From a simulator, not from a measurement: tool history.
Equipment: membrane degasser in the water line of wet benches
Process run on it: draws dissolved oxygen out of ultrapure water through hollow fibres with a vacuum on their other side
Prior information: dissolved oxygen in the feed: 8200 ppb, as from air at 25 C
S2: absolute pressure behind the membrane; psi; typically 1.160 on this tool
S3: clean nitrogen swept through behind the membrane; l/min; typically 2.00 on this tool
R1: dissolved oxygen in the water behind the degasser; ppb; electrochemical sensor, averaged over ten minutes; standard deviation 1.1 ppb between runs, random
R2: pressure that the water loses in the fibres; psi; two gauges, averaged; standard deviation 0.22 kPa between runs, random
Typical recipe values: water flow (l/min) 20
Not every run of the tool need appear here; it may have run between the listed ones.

Run 1, hour 0.0: usual settings. Result: R1 119.4 ppb, R2 7.741 psi.
Run 2, hour 88.2: usual settings but S2 1.903 psi. Result: R1 237.0 ppb, R2 7.768 psi.
Run 3, hour 196.0: usual settings but S2 1.903 psi. Result: R1 236.8 ppb, R2 7.742 psi.
Run 4, hour 319.9: usual settings but S3 1.13 l/min. Result: R1 195.4 ppb, R2 7.719 psi.
Run 5, hour 401.1: usual settings but S3 5.81 l/min. Result: R1 47.6 ppb, R2 7.717 psi.
Run 6, hour 504.7: usual settings. Result: R1 116.4 ppb, R2 7.709 psi.
Run 7, hour 614.3: usual settings. Result: R1 121.1 ppb, R2 7.783 psi.
At hour 750.6: seals of the vacuum lines changed.
Run 8, hour 772.1: usual settings. Result: R1 117.8 ppb, R2 7.715 psi.
Run 9, hour 912.3: usual settings but S2 0.933 psi. Result: R1 82.8 ppb, R2 7.649 psi.
Run 10, hour 1042.7: usual settings but S2 0.933 psi. Result: R1 84.1 ppb, R2 7.716 psi.
Run 11, hour 1200.6: usual settings but S2 0.933 psi. Result: R1 82.9 ppb, R2 7.681 psi.
Run 12, hour 1313.5: usual settings but S2 1.143 psi. Result: R1 114.0 ppb, R2 7.661 psi.
Run 13, hour 1446.1: usual settings but S2 1.143 psi. Result: R1 116.1 ppb, R2 7.710 psi.
Run 14, hour 1569.7: usual settings but S3 1.29 l/min. Result: R1 176.5 ppb, R2 7.677 psi.
Run 15, hour 1694.7: usual settings but S3 1.29 l/min. Result: R1 174.7 ppb, R2 7.713 psi.
Run 16, hour 1798.6: usual settings but S3 1.29 l/min. Result: R1 172.9 ppb, R2 7.703 psi.
Run 17, hour 1906.4: usual settings but water flow (l/min) 21, S2 1.247 psi, S3 1.22 l/min. Result: R1 216.6 ppb, R2 8.090 psi.
Run 18, hour 2077.0: usual settings but water flow (l/min) 14, S2 2.135 psi, S3 5.41 l/min. Result: R1 74.9 ppb, R2 5.377 psi.
Run 19, hour 2222.7: usual settings but water flow (l/min) 23, S2 1.561 psi, S3 2.53 l/min. Result: R1 173.7 ppb, R2 8.773 psi.
Run 20, hour 2375.5: usual settings but water flow (l/min) 23, S2 1.561 psi, S3 2.53 l/min. Result: R1 173.6 ppb, R2 8.746 psi.
Run 21, hour 2510.3: usual settings but water flow (l/min) 13, S2 2.384 psi, S3 2.30 l/min. Result: R1 177.9 ppb, R2 4.986 psi.
Run 22, hour 2679.2: usual settings but water flow (l/min) 12, S2 2.017 psi. Result: R1 154.8 ppb, R2 4.611 psi.
Run 23, hour 2823.2: usual settings but S3 1.20 l/min. Result: R1 185.1 ppb, R2 7.603 psi.
Run 24, hour 2967.3: usual settings but water flow (l/min) 30, S2 1.714 psi. Result: R1 324.9 ppb, R2 11.414 psi.
Run 25, hour 3066.6: usual settings but water flow (l/min) 30, S2 1.714 psi. Result: R1 323.6 ppb, R2 11.432 psi.
Run 26, hour 3236.4: usual settings but water flow (l/min) 30, S2 1.714 psi. Result: R1 318.4 ppb, R2 11.394 psi.
Run 27, hour 3357.3: usual settings but water flow (l/min) 30, S2 1.714 psi. Result: R1 322.0 ppb, R2 11.438 psi.
Run 28, hour 3457.6: usual settings but water flow (l/min) 23, S2 0.869 psi, S3 2.41 l/min. Result: R1 76.5 ppb, R2 8.724 psi.
At hour 3479.9: gauge calibrated.
Run 29, hour 3646.8: usual settings but water flow (l/min) 23, S2 0.869 psi, S3 2.41 l/min. Result: R1 75.6 ppb, R2 8.871 psi.
Run 30, hour 3738.2: usual settings but water flow (l/min) 23, S2 1.165 psi, S3 5.00 l/min. Result: R1 66.8 ppb, R2 8.976 psi.
Run 31, hour 3872.1: usual settings but water flow (l/min) 14, S3 4.66 l/min. Result: R1 36.7 ppb, R2 5.397 psi.

Some steps in R2, run to run, broken into two amounts with sign: the step expected even without the hidden condition (settings, incoming material, random variation), and the rest, left for the hidden condition together with whatever gauge scatter is not in both the measured and the hidden-condition-free result:
The tool's hidden condition here consists of: membrane still open, %; true pressure behind the membrane over the reading, kPa; air that leaks in behind the membrane, l/min; drift of the gauge itself on oxygen_ppb, %; drift of the gauge itself on loss_of_pressure_kpa, %.
Run 20 -> 21: water flow (l/min) 23 -> 13, S2 1.561 -> 2.384, S3 2.53 -> 2.30. R2 -3.759 psi: hidden state +0.051, all else -3.810.
Run 22 -> 23: water flow (l/min) 12 -> 20, S2 2.017 -> 1.160, S3 2.00 -> 1.20. R2 +2.992 psi: hidden state -0.058, all else +3.050.
Run 23 -> 24: water flow (l/min) 20 -> 30, S2 1.160 -> 1.714, S3 1.20 -> 2.00. R2 +3.812 psi: hidden state -0.080, all else +3.891.
Run 28 -> 29: gauge calibrated. R2 +0.146 psi: hidden state +0.197, all else -0.051.
Run 30 -> 31: water flow (l/min) 23 -> 14, S2 1.165 -> 1.160, S3 5.00 -> 4.66. R2 -3.580 psi: hidden state -0.004, all else -3.575.

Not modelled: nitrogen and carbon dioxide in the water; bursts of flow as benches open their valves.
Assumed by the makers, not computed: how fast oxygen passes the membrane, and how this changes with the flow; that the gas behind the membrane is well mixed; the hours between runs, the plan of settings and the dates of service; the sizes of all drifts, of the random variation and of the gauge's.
